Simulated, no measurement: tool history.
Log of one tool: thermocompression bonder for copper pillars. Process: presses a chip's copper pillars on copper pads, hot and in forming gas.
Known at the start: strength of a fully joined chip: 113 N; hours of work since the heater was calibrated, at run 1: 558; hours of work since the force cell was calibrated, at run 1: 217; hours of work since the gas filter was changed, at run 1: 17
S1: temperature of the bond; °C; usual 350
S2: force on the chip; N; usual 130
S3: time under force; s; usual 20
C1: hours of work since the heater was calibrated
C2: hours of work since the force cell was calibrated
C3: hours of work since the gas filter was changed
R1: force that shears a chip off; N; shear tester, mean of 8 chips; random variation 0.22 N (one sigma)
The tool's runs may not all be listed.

Run 1, hour 0: usual settings; C1 558; C2 217; C3 17. Result: R1 69.5 N.
Run 2, hour 14: usual settings; C1 567; C2 227; C3 26. Result: R1 69.6 N.
Run 3, hour 27.5: usual settings; C1 577; C2 236; C3 36. Result: R1 69.9 N.
Run 4, hour 39: usual settings; C1 585; C2 244; C3 44. Result: R1 69.6 N.
Run 5, hour 48.5: usual settings but S1 376 °C; C1 591; C2 251; C3 50. Result: R1 82.3 N.
Run 6, hour 63.8: usual settings; C1 602; C2 261; C3 61. Result: R1 68.9 N.
Run 7, hour 78.7: usual settings; C1 612; C2 271; C3 71. Result: R1 68.7 N.
At hour 81.6: heater calibrated with a thermocouple chip.
Run 8, hour 92.4: usual settings but S1 351 °C; C1 7; C2 279; C3 79. Result: R1 69.9 N.
Run 9, hour 110.7: usual settings but S1 351 °C; C1 20; C2 292; C3 91. Result: R1 69.6 N.
Run 10, hour 121.7: usual settings but S2 176 N; C1 28; C2 300; C3 99. Result: R1 79.9 N.
At hour 132.4: heater calibrated with a thermocouple chip, once more.
Run 11, hour 138.5: usual settings but S2 177 N; C1 4; C2 310; C3 109. Result: R1 77.5 N.
Run 12, hour 148.7: usual settings but S1 359 °C, S2 111 N, S3 28 s; C1 11; C2 317; C3 116. Result: R1 72.1 N.
Run 13, hour 160.5: usual settings but S2 86 N; C1 19; C2 325; C3 124. Result: R1 52 N.
Run 14, hour 174.4: usual settings but S1 359 °C, S2 89 N, S3 14 s; C1 29; C2 334; C3 134. Result: R1 50.5 N.
At hour 176.6: forming gas filter changed.
Run 15, hour 184: usual settings but S1 359 °C, S2 169 N, S3 22 s; C1 35; C2 341; C3 5. Result: R1 84.8 N.

Run 16 comes next. What will it give?
Run 16, hour 196.2: usual settings but S2 169 N, S3 18 s; C1 43; C2 349; C3 13. Result: R1 ?.

Run 16 gave R1 76.2 N.
Without the tool's hidden state the same run would have given R1 75.4 N.
